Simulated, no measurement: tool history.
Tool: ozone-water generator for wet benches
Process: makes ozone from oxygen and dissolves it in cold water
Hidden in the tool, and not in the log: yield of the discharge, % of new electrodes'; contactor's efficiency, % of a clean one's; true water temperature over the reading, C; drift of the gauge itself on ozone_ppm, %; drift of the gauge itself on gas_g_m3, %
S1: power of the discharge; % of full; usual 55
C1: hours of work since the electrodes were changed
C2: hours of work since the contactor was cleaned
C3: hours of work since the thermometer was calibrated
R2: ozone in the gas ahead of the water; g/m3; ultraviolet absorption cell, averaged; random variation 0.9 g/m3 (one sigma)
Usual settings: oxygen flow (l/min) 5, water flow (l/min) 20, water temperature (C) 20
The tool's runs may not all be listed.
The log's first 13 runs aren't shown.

{"run": 14, "hour": 437.1, "S1": 55, "oxygen flow (l/min)": 3.49, "water flow (l/min)": 20, "water temperature (C)": 20, "C1": 1508, "C2": 4753, "C3": 2195, "dissolved ozone (ppm)": 16.7, "R2": 178.2}
{"run": 15, "hour": 463.2, "S1": 55, "oxygen flow (l/min)": 5, "water flow (l/min)": 14, "water temperature (C)": 20, "C1": 1525, "C2": 4769, "C3": 2211, "dissolved ozone (ppm)": 20.8, "R2": 145.1}
{"run": 16, "hour": 491.4, "S1": 55, "oxygen flow (l/min)": 5, "water flow (l/min)": 14, "water temperature (C)": 20, "C1": 1542, "C2": 4787, "C3": 2229, "dissolved ozone (ppm)": 20.9, "R2": 145.9}
{"run": 17, "hour": 511.7, "S1": 83, "oxygen flow (l/min)": 5.14, "water flow (l/min)": 16, "water temperature (C)": 26, "C1": 1555, "C2": 4800, "C3": 2241, "dissolved ozone (ppm)": 21.1, "R2": 175.8}
{"run": 18, "hour": 547.3, "S1": 87, "oxygen flow (l/min)": 3.81, "water flow (l/min)": 14, "water temperature (C)": 15, "C1": 1577, "C2": 4822, "C3": 2264, "dissolved ozone (ppm)": 29.1, "R2": 214.9}
{"run": 19, "hour": 594.6, "S1": 87, "oxygen flow (l/min)": 3.81, "water flow (l/min)": 14, "water temperature (C)": 15, "C1": 1607, "C2": 4852, "C3": 2293, "dissolved ozone (ppm)": 29, "R2": 215.2}
{"run": 20, "hour": 636.4, "S1": 87, "oxygen flow (l/min)": 4.73, "water flow (l/min)": 22, "water temperature (C)": 15, "C1": 1633, "C2": 4878, "C3": 2319, "dissolved ozone (ppm)": 20.6, "R2": 188.4}
{"run": 21, "hour": 683.0, "S1": 55, "oxygen flow (l/min)": 4.78, "water flow (l/min)": 20, "water temperature (C)": 20, "C1": 1662, "C2": 4907, "C3": 2349, "dissolved ozone (ppm)": 16.8, "R2": 148.4}
{"run": 22, "hour": 731.6, "S1": 55, "oxygen flow (l/min)": 5, "water flow (l/min)": 16, "water temperature (C)": 20, "C1": 1693, "C2": 4938, "C3": 2379, "dissolved ozone (ppm)": 19.5, "R2": 147.1}
{"run": 23, "hour": 769.5, "S1": 55, "oxygen flow (l/min)": 5, "water flow (l/min)": 16, "water temperature (C)": 20, "C1": 1717, "C2": 4961, "C3": 2403, "dissolved ozone (ppm)": 19.4, "R2": 145.3}
{"run": 24, "hour": 798.6, "S1": 55, "oxygen flow (l/min)": 5.2, "water flow (l/min)": 19, "water temperature (C)": 23, "C1": 1735, "C2": 4980, "C3": 2421, "dissolved ozone (ppm)": 16.4, "R2": 142.6}
{"run": 25, "hour": 828.5, "S1": 55, "oxygen flow (l/min)": 5.2, "water flow (l/min)": 19, "water temperature (C)": 23, "C1": 1754, "C2": 4998, "C3": 2440, "dissolved ozone (ppm)": 16.7, "R2": 141.6}
{"run": 26, "hour": 878.8, "S1": 65, "oxygen flow (l/min)": 5.2, "water flow (l/min)": 19, "water temperature (C)": 25, "C1": 1785, "C2": 5030, "C3": 2471, "dissolved ozone (ppm)": 17.2, "R2": 154.3}
{"run": 27, "hour": 910.0, "S1": 55, "oxygen flow (l/min)": 5, "water flow (l/min)": 26, "water temperature (C)": 15, "C1": 1805, "C2": 5049, "C3": 2491, "dissolved ozone (ppm)": 14.5, "R2": 144.6}
{"run": 28, "hour": 935.4, "S1": 44, "oxygen flow (l/min)": 6.57, "water flow (l/min)": 12, "water temperature (C)": 18, "C1": 1820, "C2": 5065, "C3": 2507, "dissolved ozone (ppm)": 19.9, "R2": 109.7}
{"run": 29, "hour": 978.4, "S1": 44, "oxygen flow (l/min)": 6.57, "water flow (l/min)": 12, "water temperature (C)": 17, "C1": 1847, "C2": 5092, "C3": 2534, "dissolved ozone (ppm)": 20.3, "R2": 111.4}
{"run": 30, "hour": 1003.7, "S1": 55, "oxygen flow (l/min)": 5, "water flow (l/min)": 20, "water temperature (C)": 19, "C1": 1863, "C2": 5108, "C3": 2549, "dissolved ozone (ppm)": 16.8, "R2": 145.2}
{"run": 31, "hour": 1047.4, "S1": 55, "oxygen flow (l/min)": 5.52, "water flow (l/min)": 20, "water temperature (C)": 13, "C1": 1891, "C2": 5135, "C3": 2577, "dissolved ozone (ppm)": 18.2, "R2": 137.6}
{"run": 32, "hour": 1075.1, "S1": 55, "oxygen flow (l/min)": 5.52, "water flow (l/min)": 20, "water temperature (C)": 13, "C1": 1908, "C2": 5153, "C3": 2594, "dissolved ozone (ppm)": 18.3, "R2": 138.1}

Forecast each of these 4 alternatives for the next run:
{"run": "A", "hour": 1107.9, "S1": 91, "oxygen flow (l/min)": 5, "water flow (l/min)": 15, "water temperature (C)": 24, "C1": 1929, "C2": 5173, "C3": 2615, "dissolved ozone (ppm)": "?", "R2": "?"}
{"run": "B", "hour": 1107.9, "S1": 40, "oxygen flow (l/min)": 5.52, "water flow (l/min)": 21, "water temperature (C)": 17, "C1": 1929, "C2": 5173, "C3": 2615, "dissolved ozone (ppm)": "?", "R2": "?"}
{"run": "C", "hour": 1107.9, "S1": 55, "oxygen flow (l/min)": 5.52, "water flow (l/min)": 20, "water temperature (C)": 13, "C1": 1929, "C2": 5173, "C3": 2615, "dissolved ozone (ppm)": "?", "R2": "?"}
{"run": "D", "hour": 1107.9, "S1": 43, "oxygen flow (l/min)": 5.52, "water flow (l/min)": 26, "water temperature (C)": 13, "C1": 1929, "C2": 5173, "C3": 2615, "dissolved ozone (ppm)": "?", "R2": "?"}

run=A dissolved_ozone_(ppm)=24 R2=186.7
run=B dissolved_ozone_(ppm)=14.2 R2=117.1
run=C dissolved_ozone_(ppm)=18.4 R2=138.2
run=D dissolved_ozone_(ppm)=12.8 R2=122.3
Without the tool's hidden state the same runs would have given:
run=A dissolved_ozone_(ppm)=25.4 R2=193.4
run=B dissolved_ozone_(ppm)=14.9 R2=119.7
run=C dissolved_ozone_(ppm)=19.4 R2=142
run=D dissolved_ozone_(ppm)=13.5 R2=125.1
